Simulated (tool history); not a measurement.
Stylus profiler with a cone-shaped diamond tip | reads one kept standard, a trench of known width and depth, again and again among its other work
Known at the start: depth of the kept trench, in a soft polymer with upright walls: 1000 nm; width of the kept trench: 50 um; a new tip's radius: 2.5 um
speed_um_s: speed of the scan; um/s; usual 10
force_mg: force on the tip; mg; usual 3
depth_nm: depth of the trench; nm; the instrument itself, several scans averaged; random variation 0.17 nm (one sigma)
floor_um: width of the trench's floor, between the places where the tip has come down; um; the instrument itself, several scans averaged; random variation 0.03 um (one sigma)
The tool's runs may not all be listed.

run    hour  speed_um_s  force_mg  depth_nm  floor_um
  1       0          10         3   1008.84     43.41
  2    95.2          10         3   1009.37     43.32
  3   183.5           2         3   1009.48      43.2
  4   265.6          10         3    1009.6     43.11
  5   366.4          10         3   1009.42        43
  6   476.8          10         3    1009.8     42.89
  7   538.3          10         3   1010.04      42.8
      549.8  -- new tip fitted, height scale calibrated
  8   627.7          10         3   1006.44     45.86
  9   743.1          10         3   1006.22     45.63
 10   841.7           5         3   1006.25     45.52
 11   946.2          14      6.85   1011.03     45.31
 12  1046.4           2      4.96   1009.02     45.18
 13    1112          14      5.07   1009.43     45.06
 14  1216.9          14      5.07   1009.47     44.92
 15  1319.6           6      2.23   1005.66     44.78
 16  1420.7           6      2.23   1005.94      44.6

Hidden state or all else? Some run-to-run changes of depth_nm, split into what the settings, what came in and random variation would give without the hidden state, and what is left for the hidden state (with any gauge scatter that isn't in both results):
The hidden state here: radius of the tip, um; height scale over the true one, %; drift of the gauge itself on depth_nm, %; drift of the gauge itself on floor_um, %.
Run 7 -> 8: new tip fitted, height scale calibrated. depth_nm -3.6 nm: hidden state -3.61, all else +0.01.
Run 10 -> 11: speed_um_s 5 -> 14, force_mg 3 -> 6.85. depth_nm +4.78 nm: hidden state +0.12, all else +4.66.
